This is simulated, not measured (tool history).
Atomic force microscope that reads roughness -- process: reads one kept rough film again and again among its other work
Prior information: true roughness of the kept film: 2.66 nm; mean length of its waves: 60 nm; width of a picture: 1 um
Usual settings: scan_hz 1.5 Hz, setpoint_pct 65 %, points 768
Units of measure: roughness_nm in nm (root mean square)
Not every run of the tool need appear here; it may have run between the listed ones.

| run | hour | scan_hz | setpoint_pct | points | roughness_nm |
|---|---|---|---|---|---|
| 1 | 0 | 1.5 | 65 | 768 | 2.513 |
| 2 | 6.9 | 1.5 | 65 | 768 | 2.508 |
| 3 | 11.5 | 1.5 | 86 | 768 | 2.314 |
| 4 | 18.4 | 1.5 | 86 | 768 | 2.313 |
|  | 21.8 | new tip fitted |
| 5 | 29 | 1.5 | 65 | 768 | 2.501 |
| 6 | 37.4 | 1.5 | 65 | 768 | 2.494 |
| 7 | 45.5 | 1.5 | 89 | 768 | 2.272 |
| 8 | 52.4 | 1.5 | 89 | 768 | 2.27 |
| 9 | 61.3 | 1.5 | 89 | 768 | 2.286 |
| 10 | 69.3 | 1.5 | 65 | 290 | 2.504 |
| 11 | 79.6 | 1.5 | 65 | 290 | 2.472 |
| 12 | 87.6 | 1.5 | 65 | 290 | 2.484 |
| 13 | 96.9 | 2.05 | 74 | 258 | 2.379 |
| 14 | 106.9 | 0.51 | 55 | 780 | 2.561 |
| 15 | 112.2 | 1.34 | 55 | 261 | 2.547 |
| 16 | 116.9 | 1.25 | 85 | 768 | 2.38 |
| 17 | 123.1 | 1.25 | 85 | 768 | 2.361 |
| 18 | 132.3 | 1.13 | 65 | 369 | 2.518 |
| 19 | 139.7 | 1.13 | 65 | 369 | 2.523 |
| 20 | 146.3 | 1.31 | 82 | 415 | 2.401 |
| 21 | 155.7 | 0.85 | 76 | 415 | 2.489 |
| 22 | 161.7 | 2.24 | 65 | 671 | 2.457 |
| 23 | 171.2 | 2.24 | 65 | 671 | 2.449 |
| 24 | 175.8 | 0.52 | 63 | 295 | 2.562 |

Alternative continuations, all from the tool just after run 24; predict every row:
| A | 185.5 | 1.5 | 60 | 770 | ? |
| B | 185.5 | 1.77 | 60 | 842 | ? |
| C | 185.5 | 1.19 | 69 | 768 | ? |
| D | 185.5 | 0.92 | 61 | 295 | ? |

| run | roughness_nm |
|---|---|
| A | 2.517 |
| B | 2.512 |
| C | 2.516 |
| D | 2.552 |
What these runs would have given with no unlogged condition in the tool:
| run | roughness_nm |
|---|---|
| A | 2.521 |
| B | 2.517 |
| C | 2.52 |
| D | 2.556 |
